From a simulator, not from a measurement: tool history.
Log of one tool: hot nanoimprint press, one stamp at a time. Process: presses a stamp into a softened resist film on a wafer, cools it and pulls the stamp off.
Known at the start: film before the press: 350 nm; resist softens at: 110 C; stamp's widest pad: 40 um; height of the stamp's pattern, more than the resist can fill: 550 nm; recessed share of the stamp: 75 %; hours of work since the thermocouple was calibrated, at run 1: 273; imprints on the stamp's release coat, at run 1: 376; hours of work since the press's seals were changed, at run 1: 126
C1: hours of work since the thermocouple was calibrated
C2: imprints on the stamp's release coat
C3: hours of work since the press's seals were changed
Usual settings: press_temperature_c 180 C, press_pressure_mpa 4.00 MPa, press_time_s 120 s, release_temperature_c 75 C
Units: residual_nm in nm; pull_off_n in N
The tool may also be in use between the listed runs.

run 1 hour=0.0 | press_temperature_c=180 press_pressure_mpa=4.00 press_time_s=120 release_temperature_c=75 | C1=273 C2=376 C3=126 | residual_nm=168.8 pull_off_n=131.8
run 2 hour=46.5 | press_temperature_c=180 press_pressure_mpa=4.00 press_time_s=120 release_temperature_c=75 | C1=292 C2=461 C3=145 | residual_nm=167.4 pull_off_n=130.8
run 3 hour=91.2 | press_temperature_c=180 press_pressure_mpa=4.00 press_time_s=120 release_temperature_c=75 | C1=310 C2=543 C3=163 | residual_nm=168.6 pull_off_n=131.6
run 4 hour=117.2 | press_temperature_c=180 press_pressure_mpa=4.00 press_time_s=96 release_temperature_c=75 | C1=320 C2=591 C3=173 | residual_nm=181.6 pull_off_n=132.2
-- hour=131.8 plate thermocouple calibrated
run 5 hour=160.8 | press_temperature_c=180 press_pressure_mpa=4.00 press_time_s=96 release_temperature_c=75 | C1=12 C2=665 C3=190 | residual_nm=182.2 pull_off_n=133.4
run 6 hour=199.1 | press_temperature_c=180 press_pressure_mpa=4.00 press_time_s=120 release_temperature_c=75 | C1=27 C2=735 C3=205 | residual_nm=169.4 pull_off_n=131.1
run 7 hour=246.7 | press_temperature_c=180 press_pressure_mpa=4.00 press_time_s=120 release_temperature_c=75 | C1=46 C2=822 C3=224 | residual_nm=168.6 pull_off_n=132.9
run 8 hour=278.2 | press_temperature_c=180 press_pressure_mpa=4.00 press_time_s=120 release_temperature_c=75 | C1=59 C2=880 C3=237 | residual_nm=168.5 pull_off_n=133.0
-- hour=307.4 stamp cleaned and given a new release coat
run 9 hour=326.1 | press_temperature_c=180 press_pressure_mpa=4.00 press_time_s=120 release_temperature_c=75 | C1=76 C2=34 C3=253 | residual_nm=168.1 pull_off_n=131.4
run 10 hour=356.2 | press_temperature_c=180 press_pressure_mpa=4.00 press_time_s=106 release_temperature_c=75 | C1=88 C2=89 C3=266 | residual_nm=176.1 pull_off_n=132.1
run 11 hour=405.7 | press_temperature_c=180 press_pressure_mpa=4.00 press_time_s=106 release_temperature_c=75 | C1=108 C2=180 C3=285 | residual_nm=176.5 pull_off_n=131.7
run 12 hour=452.6 | press_temperature_c=180 press_pressure_mpa=4.00 press_time_s=209 release_temperature_c=75 | C1=126 C2=266 C3=304 | residual_nm=137.2 pull_off_n=132.7
run 13 hour=507.9 | press_temperature_c=180 press_pressure_mpa=4.00 press_time_s=209 release_temperature_c=75 | C1=149 C2=367 C3=326 | residual_nm=137.3 pull_off_n=131.1
run 14 hour=541.3 | press_temperature_c=180 press_pressure_mpa=4.00 press_time_s=120 release_temperature_c=75 | C1=162 C2=429 C3=340 | residual_nm=169.0 pull_off_n=132.7
run 15 hour=582.9 | press_temperature_c=177 press_pressure_mpa=4.00 press_time_s=155 release_temperature_c=83 | C1=179 C2=505 C3=357 | residual_nm=168.0 pull_off_n=108.0
run 16 hour=608.2 | press_temperature_c=172 press_pressure_mpa=3.62 press_time_s=97 release_temperature_c=83 | C1=189 C2=551 C3=367 | residual_nm=231.4 pull_off_n=108.4
run 17 hour=638.8 | press_temperature_c=172 press_pressure_mpa=3.62 press_time_s=97 release_temperature_c=83 | C1=201 C2=608 C3=379 | residual_nm=231.0 pull_off_n=108.0
run 18 hour=678.7 | press_temperature_c=187 press_pressure_mpa=5.45 press_time_s=120 release_temperature_c=61 | C1=217 C2=681 C3=395 | residual_nm=118.2 pull_off_n=176.4
run 19 hour=721.5 | press_temperature_c=187 press_pressure_mpa=5.45 press_time_s=120 release_temperature_c=61 | C1=234 C2=759 C3=412 | residual_nm=118.5 pull_off_n=176.1
run 20 hour=746.0 | press_temperature_c=187 press_pressure_mpa=5.45 press_time_s=120 release_temperature_c=61 | C1=244 C2=804 C3=422 | residual_nm=118.3 pull_off_n=176.5
run 21 hour=777.8 | press_temperature_c=187 press_pressure_mpa=2.43 press_time_s=88 release_temperature_c=62 | C1=257 C2=862 C3=435 | residual_nm=193.5 pull_off_n=172.2
-- hour=820.6 stamp cleaned and given a new release coat
run 22 hour=827.6 | press_temperature_c=187 press_pressure_mpa=2.43 press_time_s=88 release_temperature_c=62 | C1=274 C2=13 C3=452 | residual_nm=194.7 pull_off_n=172.9
run 23 hour=879.2 | press_temperature_c=187 press_pressure_mpa=2.43 press_time_s=88 release_temperature_c=62 | C1=295 C2=107 C3=473 | residual_nm=194.4 pull_off_n=173.6
run 24 hour=910.3 | press_temperature_c=187 press_pressure_mpa=4.57 press_time_s=199 release_temperature_c=75 | C1=308 C2=164 C3=485 | residual_nm=105.0 pull_off_n=133.2
-- hour=957.2 plate thermocouple calibrated
run 25 hour=958.6 | press_temperature_c=187 press_pressure_mpa=4.57 press_time_s=199 release_temperature_c=75 | C1=1 C2=247 C3=504 | residual_nm=106.3 pull_off_n=133.9
run 26 hour=982.1 | press_temperature_c=169 press_pressure_mpa=4.00 press_time_s=120 release_temperature_c=63 | C1=10 C2=290 C3=513 | residual_nm=227.3 pull_off_n=170.9
run 27 hour=1022.3 | press_temperature_c=169 press_pressure_mpa=2.54 press_time_s=120 release_temperature_c=73 | C1=26 C2=364 C3=529 | residual_nm=262.0 pull_off_n=140.5

4 ways to go on from here, each from the tool as it stands after run 27. What would each give?
run A hour=1049.0 | press_temperature_c=180 press_pressure_mpa=4.00 press_time_s=120 release_temperature_c=75 | C1=37 C2=413 C3=540 | residual_nm=? pull_off_n=?
run B hour=1049.0 | press_temperature_c=190 press_pressure_mpa=2.53 press_time_s=103 release_temperature_c=73 | C1=37 C2=413 C3=540 | residual_nm=? pull_off_n=?
run C hour=1049.0 | press_temperature_c=177 press_pressure_mpa=5.79 press_time_s=133 release_temperature_c=75 | C1=37 C2=413 C3=540 | residual_nm=? pull_off_n=?
run D hour=1049.0 | press_temperature_c=174 press_pressure_mpa=4.00 press_time_s=120 release_temperature_c=77 | C1=37 C2=413 C3=540 | residual_nm=? pull_off_n=?

run=A residual_nm=168.7 pull_off_n=134.3
run=B residual_nm=168.6 pull_off_n=139.9
run=C residual_nm=149.1 pull_off_n=133.8
run=D residual_nm=199.3 pull_off_n=127.9
Without the tool's hidden state the same runs would have given:
run=A residual_nm=168.7 pull_off_n=131.6
run=B residual_nm=168.5 pull_off_n=137.0
run=C residual_nm=149.1 pull_off_n=131.1
run=D residual_nm=199.2 pull_off_n=125.3
